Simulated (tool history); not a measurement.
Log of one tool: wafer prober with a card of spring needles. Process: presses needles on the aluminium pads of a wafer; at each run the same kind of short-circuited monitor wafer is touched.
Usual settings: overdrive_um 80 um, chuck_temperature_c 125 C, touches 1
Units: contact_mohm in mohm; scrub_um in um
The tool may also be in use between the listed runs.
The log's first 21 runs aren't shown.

run     day  overdrive_um  chuck_temperature_c  touches  contact_mohm  scrub_um
      8.133  -- tips cleaned on abrasive film
 22   8.133            72                   73        1           160      8.89
 23   8.433            80                   55        1           167      9.87
 24     8.8            80                  102        2           171      9.93
 25   9.042            80                  102        2           173       9.9
      9.325  -- tips cleaned on abrasive film
 26   9.425            80                  102        2           164       9.9
 27   9.921            80                   70        1           181       9.9
 28  10.154            84                  125        1           186     10.38
 29  10.429            84                  125        1           191     10.41
     10.529  -- tips cleaned on abrasive film
 30  10.704            84                  125        1           172     10.43
 31  11.196            99                   27        1           163      12.3
     11.675  -- height of the first contact set anew
 32    11.7            99                   27        1           166     12.58
     11.738  -- tips cleaned on abrasive film
 33  12.175            80                   80        1           176     10.12
 34  12.454            80                   80        1           180     10.11
 35  12.867            91                  125        3           167     11.53

3 ways to go on from here, each from the tool as it stands after run 35. What would each give?
     12.946  -- tips cleaned on abrasive film
  A  13.104            91                  125        2             ?         ?
     12.946  -- tips cleaned on abrasive film
  B  13.104            91                   43        1             ?         ?
     12.946  -- tips cleaned on abrasive film
  C  13.104            62                   33        3             ?         ?

run  contact_mohm  scrub_um
  A           164     11.52
  B           153     11.51
  C           156      7.82
Without the tool's hidden state the same runs would have given:
run  contact_mohm  scrub_um
  A           158     11.54
  B           143     11.54
  C           147      7.84
